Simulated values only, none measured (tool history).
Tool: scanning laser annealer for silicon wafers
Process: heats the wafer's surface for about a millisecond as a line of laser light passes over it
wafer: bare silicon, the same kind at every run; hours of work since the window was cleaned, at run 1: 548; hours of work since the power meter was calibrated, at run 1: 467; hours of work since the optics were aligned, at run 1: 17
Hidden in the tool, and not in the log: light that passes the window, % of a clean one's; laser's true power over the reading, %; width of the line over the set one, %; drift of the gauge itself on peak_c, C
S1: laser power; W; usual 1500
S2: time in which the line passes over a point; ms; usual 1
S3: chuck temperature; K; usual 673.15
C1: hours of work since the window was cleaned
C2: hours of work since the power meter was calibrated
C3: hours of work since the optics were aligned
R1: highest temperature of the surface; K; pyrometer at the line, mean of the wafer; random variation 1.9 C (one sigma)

| run | hour | S1 | S2 | S3 | C1 | C2 | C3 | R1 |
|---|---|---|---|---|---|---|---|---|
| 1 | 0 | 1500 | 1 | 673.15 | 548 | 467 | 17 | 1350.15 |
| 2 | 12 | 1500 | 1 | 673.15 | 554 | 474 | 23 | 1351.15 |
| 3 | 34.2 | 1500 | 0.95 | 673.15 | 566 | 485 | 34 | 1335.15 |
| 4 | 43.9 | 1500 | 1.02 | 673.15 | 570 | 490 | 39 | 1357.15 |
| 5 | 66.1 | 1500 | 1.02 | 673.15 | 582 | 501 | 51 | 1351.15 |
| 6 | 79.6 | 1500 | 1.02 | 710.15 | 589 | 508 | 57 | 1394.15 |
| 7 | 97.9 | 1500 | 1 | 673.15 | 598 | 517 | 67 | 1349.15 |
| 8 | 116.2 | 1500 | 1 | 673.15 | 607 | 527 | 76 | 1347.15 |
| 9 | 128.6 | 1500 | 1 | 673.15 | 614 | 533 | 82 | 1345.15 |
|  | 148.2 | window over the wafer cleaned |
| 10 | 150.5 | 1500 | 1 | 673.15 | 1 | 543 | 92 | 1365.15 |
| 11 | 171.2 | 1500 | 1 | 652.15 | 12 | 553 | 103 | 1347.15 |
| 12 | 180.9 | 1500 | 1 | 673.15 | 17 | 558 | 108 | 1371.15 |
| 13 | 193.6 | 1500 | 1 | 673.15 | 23 | 565 | 114 | 1370.15 |
| 14 | 216.3 | 1500 | 0.72 | 673.15 | 35 | 576 | 126 | 1262.15 |
| 15 | 228.5 | 1500 | 0.72 | 673.15 | 41 | 583 | 132 | 1262.15 |
| 16 | 243.5 | 1500 | 0.72 | 673.15 | 48 | 590 | 140 | 1263.15 |
|  | 248.5 | laser's power meter calibrated |
| 17 | 269.1 | 1500 | 0.72 | 673.15 | 60 | 10 | 151 | 1258.15 |
| 18 | 290.8 | 1500 | 0.86 | 673.15 | 71 | 22 | 162 | 1314.15 |
| 19 | 301.8 | 1500 | 0.86 | 673.15 | 77 | 27 | 168 | 1314.15 |
| 20 | 318.8 | 1488 | 1 | 673.15 | 85 | 36 | 177 | 1359.15 |
| 21 | 331.7 | 1500 | 0.86 | 673.15 | 92 | 42 | 183 | 1312.15 |
| 22 | 349.3 | 1312 | 0.87 | 673.15 | 101 | 51 | 192 | 1213.15 |
|  | 355.4 | laser's power meter calibrated, once more |
| 23 | 363.8 | 1312 | 0.87 | 673.15 | 107 | 4 | 198 | 1214.15 |
| 24 | 382.5 | 1312 | 0.87 | 673.15 | 116 | 14 | 207 | 1211.15 |
| 25 | 403.6 | 1313 | 1.08 | 673.15 | 127 | 25 | 218 | 1276.15 |
| 26 | 415.1 | 1313 | 1.08 | 673.15 | 133 | 30 | 224 | 1278.15 |
| 27 | 431.5 | 1313 | 1.08 | 673.15 | 141 | 39 | 232 | 1277.15 |
| 28 | 444.7 | 1313 | 1.08 | 673.15 | 148 | 45 | 239 | 1275.15 |
| 29 | 467.2 | 1313 | 1.08 | 673.15 | 159 | 57 | 250 | 1274.15 |
| 30 | 479.9 | 1313 | 1.08 | 673.15 | 166 | 63 | 257 | 1274.15 |
| 31 | 503.3 | 1500 | 1.06 | 651.15 | 178 | 75 | 269 | 1361.15 |
| 32 | 517.7 | 1433 | 1.06 | 651.15 | 185 | 83 | 276 | 1319.15 |
| 33 | 529 | 1433 | 1.06 | 651.15 | 191 | 88 | 282 | 1317.15 |
| 34 | 544.8 | 1500 | 1.01 | 702.15 | 199 | 96 | 290 | 1389.15 |
| 35 | 564.8 | 1367 | 1 | 673.15 | 209 | 106 | 300 | 1279.15 |
| 36 | 586.4 | 1375 | 0.72 | 637.15 | 220 | 117 | 311 | 1150.15 |
| 37 | 597.6 | 1500 | 1 | 643.15 | 225 | 123 | 317 | 1327.15 |
| 38 | 607.7 | 1437 | 1 | 684.15 | 231 | 128 | 322 | 1331.15 |
| 39 | 626.4 | 1437 | 1 | 667.15 | 240 | 138 | 331 | 1312.15 |
| 40 | 647.2 | 1597 | 0.82 | 677.15 | 251 | 148 | 342 | 1346.15 |
| 41 | 668.3 | 1415 | 1 | 683.15 | 261 | 159 | 353 | 1311.15 |

The same runs without the tool's hidden state, with the same run-to-run variation:
| run | R1 |
|---|---|
| 1 | 1375.15 |
| 2 | 1376.15 |
| 3 | 1359.15 |
| 4 | 1383.15 |
| 5 | 1378.15 |
| 6 | 1421.15 |
| 7 | 1376.15 |
| 8 | 1374.15 |
| 9 | 1373.15 |
| 10 | 1368.15 |
| 11 | 1350.15 |
| 12 | 1375.15 |
| 13 | 1374.15 |
| 14 | 1266.15 |
| 15 | 1266.15 |
| 16 | 1268.15 |
| 17 | 1264.15 |
| 18 | 1321.15 |
| 19 | 1322.15 |
| 20 | 1367.15 |
| 21 | 1320.15 |
| 22 | 1221.15 |
| 23 | 1223.15 |
| 24 | 1221.15 |
| 25 | 1286.15 |
| 26 | 1289.15 |
| 27 | 1289.15 |
| 28 | 1287.15 |
| 29 | 1287.15 |
| 30 | 1287.15 |
| 31 | 1377.15 |
| 32 | 1334.15 |
| 33 | 1333.15 |
| 34 | 1406.15 |
| 35 | 1294.15 |
| 36 | 1163.15 |
| 37 | 1345.15 |
| 38 | 1348.15 |
| 39 | 1330.15 |
| 40 | 1366.15 |
| 41 | 1330.15 |
